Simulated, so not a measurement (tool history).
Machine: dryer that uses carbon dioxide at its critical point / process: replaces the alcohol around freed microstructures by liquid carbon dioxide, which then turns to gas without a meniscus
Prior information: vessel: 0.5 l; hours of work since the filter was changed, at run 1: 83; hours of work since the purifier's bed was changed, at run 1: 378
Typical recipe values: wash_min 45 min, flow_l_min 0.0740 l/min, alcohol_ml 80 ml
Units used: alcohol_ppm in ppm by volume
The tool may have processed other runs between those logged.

run,hour,wash_min,flow_l_min,alcohol_ml,hours of work since the filter was changed,hours of work since the purifier's bed was changed,alcohol_ppm
1,0.0,45,0.0740,80,83,378,676
2,23.6,45,0.0740,80,92,388,686
3,62.9,45,0.0740,80,108,404,705
4,99.9,45,0.0740,80,123,419,722
5,127.6,45,0.0740,80,135,430,788
6,166.3,45,0.0740,80,151,446,768
7,186.1,45,0.0740,80,159,454,770
8,215.7,45,0.0740,80,171,466,796
9,254.0,45,0.0740,80,186,482,849

What will run 10 give?
10,295.0,45,0.0611,59,203,499,?

Run 10 measured alcohol_ppm 1603 ppm by volume.
The same run, on a tool lacking any hidden state, would have yielded alcohol_ppm 1081 ppm by volume.
